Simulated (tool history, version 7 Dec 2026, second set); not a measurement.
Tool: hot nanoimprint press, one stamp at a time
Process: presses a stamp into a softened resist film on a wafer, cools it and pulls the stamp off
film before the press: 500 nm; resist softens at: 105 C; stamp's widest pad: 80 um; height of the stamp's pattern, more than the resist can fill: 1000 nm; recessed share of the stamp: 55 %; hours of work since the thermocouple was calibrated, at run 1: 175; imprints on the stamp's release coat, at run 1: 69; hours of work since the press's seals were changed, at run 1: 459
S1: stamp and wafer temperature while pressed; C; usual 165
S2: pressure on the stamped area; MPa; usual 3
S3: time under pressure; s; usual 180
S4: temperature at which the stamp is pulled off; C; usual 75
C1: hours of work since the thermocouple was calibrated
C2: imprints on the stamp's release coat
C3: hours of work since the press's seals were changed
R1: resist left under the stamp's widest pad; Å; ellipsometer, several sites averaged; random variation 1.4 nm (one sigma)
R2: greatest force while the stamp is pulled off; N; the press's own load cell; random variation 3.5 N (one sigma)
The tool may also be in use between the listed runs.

run 1 hour=0 | S1=165 S2=3 S3=180 S4=75 | C1=175 C2=69 C3=459 | R1=2118 R2=221
run 2 hour=8.5 | S1=165 S2=3 S3=180 S4=75 | C1=182 C2=116 C3=466 | R1=2105 R2=224
run 3 hour=23 | S1=165 S2=3 S3=180 S4=75 | C1=193 C2=195 C3=477 | R1=2102 R2=222
run 4 hour=34.7 | S1=165 S2=3 S3=180 S4=75 | C1=202 C2=258 C3=486 | R1=2079 R2=222
run 5 hour=44.9 | S1=165 S2=3 S3=180 S4=75 | C1=210 C2=314 C3=494 | R1=2103 R2=225
run 6 hour=62.1 | S1=165 S2=3 S3=180 S4=75 | C1=224 C2=408 C3=508 | R1=2104 R2=224
run 7 hour=73.9 | S1=165 S2=3 S3=180 S4=75 | C1=233 C2=472 C3=517 | R1=2097 R2=222
run 8 hour=85.9 | S1=165 S2=3 S3=180 S4=75 | C1=242 C2=538 C3=526 | R1=2095 R2=222
run 9 hour=93.6 | S1=165 S2=3 S3=180 S4=75 | C1=248 C2=580 C3=532 | R1=2109 R2=223
run 10 hour=110.1 | S1=165 S2=3 S3=180 S4=75 | C1=261 C2=670 C3=545 | R1=2100 R2=220
run 11 hour=125.5 | S1=165 S2=3 S3=180 S4=75 | C1=273 C2=754 C3=557 | R1=2109 R2=225
run 12 hour=141.8 | S1=165 S2=3 S3=180 S4=75 | C1=286 C2=843 C3=570 | R1=2126 R2=218
run 13 hour=157 | S1=165 S2=3 S3=180 S4=75 | C1=298 C2=926 C3=582 | R1=2105 R2=220
run 14 hour=174.7 | S1=165 S2=3 S3=180 S4=75 | C1=311 C2=1022 C3=595 | R1=2092 R2=227
run 15 hour=189 | S1=165 S2=3 S3=180 S4=75 | C1=322 C2=1100 C3=606 | R1=2102 R2=222
run 16 hour=204.8 | S1=165 S2=3.74 S3=180 S4=66 | C1=335 C2=1187 C3=619 | R1=1925 R2=252
run 17 hour=214.6 | S1=158 S2=3 S3=154 S4=75 | C1=342 C2=1240 C3=626 | R1=3083 R2=224
-- hour=232.3 stamp cleaned and given a new release coat
run 18 hour=234.5 | S1=165 S2=3.14 S3=111 S4=67 | C1=353 C2=12 C3=637 | R1=2490 R2=255
run 19 hour=246.4 | S1=171 S2=2.31 S3=306 S4=78 | C1=363 C2=77 C3=646 | R1=1371 R2=210
run 20 hour=260.4 | S1=158 S2=2.6 S3=306 S4=78 | C1=373 C2=154 C3=657 | R1=2576 R2=219
run 21 hour=276.4 | S1=165 S2=3 S3=159 S4=62 | C1=386 C2=241 C3=670 | R1=2209 R2=274
run 22 hour=294.1 | S1=165 S2=3 S3=91 S4=65 | C1=400 C2=337 C3=684 | R1=2741 R2=262
run 23 hour=309.6 | S1=161 S2=4.5 S3=91 S4=67 | C1=412 C2=422 C3=696 | R1=2818 R2=252
run 24 hour=322.2 | S1=165 S2=4.08 S3=175 S4=75 | C1=421 C2=491 C3=705 | R1=1854 R2=223
run 25 hour=338.9 | S1=165 S2=2.03 S3=180 S4=76 | C1=434 C2=582 C3=718 | R1=2451 R2=212
-- hour=347.8 plate thermocouple calibrated
run 26 hour=359.2 | S1=165 S2=2.03 S3=180 S4=76 | C1=9 C2=676 C3=732 | R1=2479 R2=223
run 27 hour=366.7 | S1=155 S2=1.98 S3=230 S4=70 | C1=15 C2=717 C3=738 | R1=3536 R2=242
run 28 hour=377.2 | S1=155 S2=1.98 S3=230 S4=70 | C1=23 C2=775 C3=746 | R1=3536 R2=236
run 29 hour=389.9 | S1=155 S2=1.98 S3=252 S4=83 | C1=33 C2=843 C3=756 | R1=3436 R2=190
run 30 hour=404.9 | S1=167 S2=3 S3=180 S4=75 | C1=44 C2=926 C3=767 | R1=1908 R2=223

Hidden state at the last listed run before each entry between runs and at the first one after, where it differs:
Between runs 17 and 18: stamp cleaned and given a new release coat (hour 232.3)
  grip of the stamp's worn release coat, % over a new coat's: 0.3 -> 0
Between runs 25 and 26: plate thermocouple calibrated (hour 347.8)
  true temperature over the reading, C: -0.03 -> 0; pressure that arrives at the usual setting, %: 99.96 -> 99.95; grip of the stamp's worn release coat, % over a new coat's: 0.1 -> 0.2

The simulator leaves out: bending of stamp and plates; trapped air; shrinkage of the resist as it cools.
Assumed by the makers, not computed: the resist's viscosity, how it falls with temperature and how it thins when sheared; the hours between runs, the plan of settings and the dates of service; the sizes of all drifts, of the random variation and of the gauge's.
